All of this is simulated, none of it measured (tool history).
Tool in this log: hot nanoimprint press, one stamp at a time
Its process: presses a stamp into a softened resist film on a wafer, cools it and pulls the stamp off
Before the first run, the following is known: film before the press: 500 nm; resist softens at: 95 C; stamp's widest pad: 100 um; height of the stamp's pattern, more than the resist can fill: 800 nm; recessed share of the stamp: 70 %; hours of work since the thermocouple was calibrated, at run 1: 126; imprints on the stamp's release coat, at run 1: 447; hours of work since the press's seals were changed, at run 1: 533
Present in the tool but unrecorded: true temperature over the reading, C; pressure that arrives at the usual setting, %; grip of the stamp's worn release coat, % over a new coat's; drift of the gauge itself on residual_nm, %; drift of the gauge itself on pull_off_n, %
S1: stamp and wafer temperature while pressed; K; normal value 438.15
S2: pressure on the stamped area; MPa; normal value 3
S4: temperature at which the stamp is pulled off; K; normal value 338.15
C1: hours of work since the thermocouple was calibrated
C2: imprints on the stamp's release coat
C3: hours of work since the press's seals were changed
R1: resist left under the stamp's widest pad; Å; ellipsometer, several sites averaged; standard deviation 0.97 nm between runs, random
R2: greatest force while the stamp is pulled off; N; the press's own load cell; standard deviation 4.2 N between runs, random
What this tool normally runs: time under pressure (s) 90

{"run": 1, "day": 0.0, "S1": 438.15, "S2": 3, "time under pressure (s)": 90, "S4": 338.15, "C1": 126, "C2": 447, "C3": 533, "R1": 2600, "R2": 230}
{"run": 2, "day": 1.146, "S1": 438.15, "S2": 3, "time under pressure (s)": 90, "S4": 338.15, "C1": 148, "C2": 601, "C3": 555, "R1": 2575, "R2": 239}
{"run": 3, "day": 2.212, "S1": 438.15, "S2": 3, "time under pressure (s)": 90, "S4": 336.15, "C1": 168, "C2": 745, "C3": 575, "R1": 2583, "R2": 249}
{"run": 4, "day": 3.004, "S1": 438.15, "S2": 3, "time under pressure (s)": 90, "S4": 338.15, "C1": 182, "C2": 851, "C3": 589, "R1": 2586, "R2": 247}
{"run": 5, "day": 4.142, "S1": 438.15, "S2": 3, "time under pressure (s)": 90, "S4": 338.15, "C1": 204, "C2": 1005, "C3": 611, "R1": 2599, "R2": 259}
{"run": 6, "day": 5.354, "S1": 438.15, "S2": 3, "time under pressure (s)": 90, "S4": 338.15, "C1": 226, "C2": 1167, "C3": 633, "R1": 2565, "R2": 258}
{"run": 7, "day": 6.262, "S1": 438.15, "S2": 3, "time under pressure (s)": 90, "S4": 338.15, "C1": 243, "C2": 1290, "C3": 650, "R1": 2562, "R2": 260}
{"run": 8, "day": 7.246, "S1": 438.15, "S2": 3, "time under pressure (s)": 90, "S4": 338.15, "C1": 261, "C2": 1422, "C3": 668, "R1": 2559, "R2": 274}
{"run": 9, "day": 7.971, "S1": 438.15, "S2": 2.61, "time under pressure (s)": 90, "S4": 338.15, "C1": 275, "C2": 1520, "C3": 682, "R1": 2712, "R2": 280}
{"run": 10, "day": 8.804, "S1": 438.15, "S2": 2.61, "time under pressure (s)": 90, "S4": 338.15, "C1": 290, "C2": 1633, "C3": 698, "R1": 2708, "R2": 295}
{"run": 11, "day": 9.379, "S1": 438.15, "S2": 2.61, "time under pressure (s)": 90, "S4": 338.15, "C1": 301, "C2": 1709, "C3": 708, "R1": 2694, "R2": 291}
{"run": 12, "day": 10.233, "S1": 438.15, "S2": 3, "time under pressure (s)": 104, "S4": 338.15, "C1": 317, "C2": 1825, "C3": 724, "R1": 2429, "R2": 290}
{"run": 13, "day": 10.842, "S1": 438.15, "S2": 3, "time under pressure (s)": 90, "S4": 334.15, "C1": 328, "C2": 1907, "C3": 736, "R1": 2539, "R2": 315}
{"day": 11.946, "done": "stamp cleaned and given a new release coat"}
{"run": 14, "day": 11.954, "S1": 438.15, "S2": 4.55, "time under pressure (s)": 90, "S4": 338.15, "C1": 345, "C2": 1, "C3": 752, "R1": 2158, "R2": 202}
{"run": 15, "day": 12.821, "S1": 438.15, "S2": 3, "time under pressure (s)": 90, "S4": 338.15, "C1": 361, "C2": 118, "C3": 768, "R1": 2535, "R2": 200}
{"run": 16, "day": 13.554, "S1": 438.15, "S2": 4.7, "time under pressure (s)": 90, "S4": 338.15, "C1": 374, "C2": 216, "C3": 781, "R1": 2125, "R2": 210}
{"day": 13.775, "done": "plate thermocouple calibrated"}
{"run": 17, "day": 14.5, "S1": 438.15, "S2": 4.7, "time under pressure (s)": 90, "S4": 338.15, "C1": 14, "C2": 327, "C3": 797, "R1": 2101, "R2": 212}
{"run": 18, "day": 15.362, "S1": 438.15, "S2": 3, "time under pressure (s)": 126, "S4": 338.15, "C1": 30, "C2": 443, "C3": 813, "R1": 2234, "R2": 219}
{"run": 19, "day": 16.008, "S1": 438.15, "S2": 3, "time under pressure (s)": 126, "S4": 338.15, "C1": 42, "C2": 530, "C3": 825, "R1": 2239, "R2": 220}
{"run": 20, "day": 16.929, "S1": 439.15, "S2": 3, "time under pressure (s)": 116, "S4": 338.15, "C1": 59, "C2": 654, "C3": 842, "R1": 2207, "R2": 231}
{"run": 21, "day": 17.796, "S1": 439.15, "S2": 3, "time under pressure (s)": 116, "S4": 338.15, "C1": 75, "C2": 771, "C3": 858, "R1": 2209, "R2": 235}
{"run": 22, "day": 18.321, "S1": 438.15, "S2": 1.93, "time under pressure (s)": 92, "S4": 338.15, "C1": 85, "C2": 841, "C3": 868, "R1": 2951, "R2": 236}
{"run": 23, "day": 19.308, "S1": 449.15, "S2": 4.31, "time under pressure (s)": 112, "S4": 338.15, "C1": 103, "C2": 974, "C3": 886, "R1": 1244, "R2": 239}
{"run": 24, "day": 19.954, "S1": 449.15, "S2": 4.31, "time under pressure (s)": 112, "S4": 338.15, "C1": 115, "C2": 1061, "C3": 898, "R1": 1241, "R2": 248}
{"day": 20.475, "done": "plate thermocouple calibrated, once more"}
{"run": 25, "day": 21.167, "S1": 427.15, "S2": 3.95, "time under pressure (s)": 147, "S4": 325.15, "C1": 13, "C2": 1208, "C3": 919, "R1": 3169, "R2": 331}
{"run": 26, "day": 22.179, "S1": 427.15, "S2": 3.95, "time under pressure (s)": 147, "S4": 325.15, "C1": 32, "C2": 1344, "C3": 938, "R1": 3157, "R2": 349}
{"run": 27, "day": 23.021, "S1": 440.15, "S2": 2.79, "time under pressure (s)": 103, "S4": 338.15, "C1": 47, "C2": 1457, "C3": 953, "R1": 2359, "R2": 277}
{"run": 28, "day": 23.933, "S1": 439.15, "S2": 3, "time under pressure (s)": 90, "S4": 338.15, "C1": 64, "C2": 1580, "C3": 970, "R1": 2513, "R2": 280}
{"run": 29, "day": 25.121, "S1": 438.15, "S2": 2.56, "time under pressure (s)": 122, "S4": 326.15, "C1": 87, "C2": 1740, "C3": 992, "R1": 2493, "R2": 359}

Across each entry between runs, compare the hidden state at the last listed run before it with the hidden state at the first listed run after it:
After run 13, before run 14: stamp cleaned and given a new release coat (day 11.946)
  true temperature over the reading, C: 0.59 -> 0.62; pressure that arrives at the usual setting, %: 97.29 -> 97.23; grip of the stamp's worn release coat, % over a new coat's: 46.3 -> 0
  measured less the result without the state, R1: -32 -> -16 Å; R2: +97 -> -3 N
After run 16, before run 17: plate thermocouple calibrated (day 13.775)
  true temperature over the reading, C: 0.67 -> 0.86; pressure that arrives at the usual setting, %: 97.13 -> 97.07; grip of the stamp's worn release coat, % over a new coat's: 5.1 -> 7.7
  measured less the result without the state, R1: -17 -> -35 Å; R2: +7 -> +12 N
After run 24, before run 25: plate thermocouple calibrated, once more (day 20.475)
  true temperature over the reading, C: 1.04 -> -0.07; pressure that arrives at the usual setting, %: 96.71 -> 96.64; grip of the stamp's worn release coat, % over a new coat's: 25.4 -> 29
  measured less the result without the state, R1: -23 -> +56 Å; R2: +45 -> +75 N

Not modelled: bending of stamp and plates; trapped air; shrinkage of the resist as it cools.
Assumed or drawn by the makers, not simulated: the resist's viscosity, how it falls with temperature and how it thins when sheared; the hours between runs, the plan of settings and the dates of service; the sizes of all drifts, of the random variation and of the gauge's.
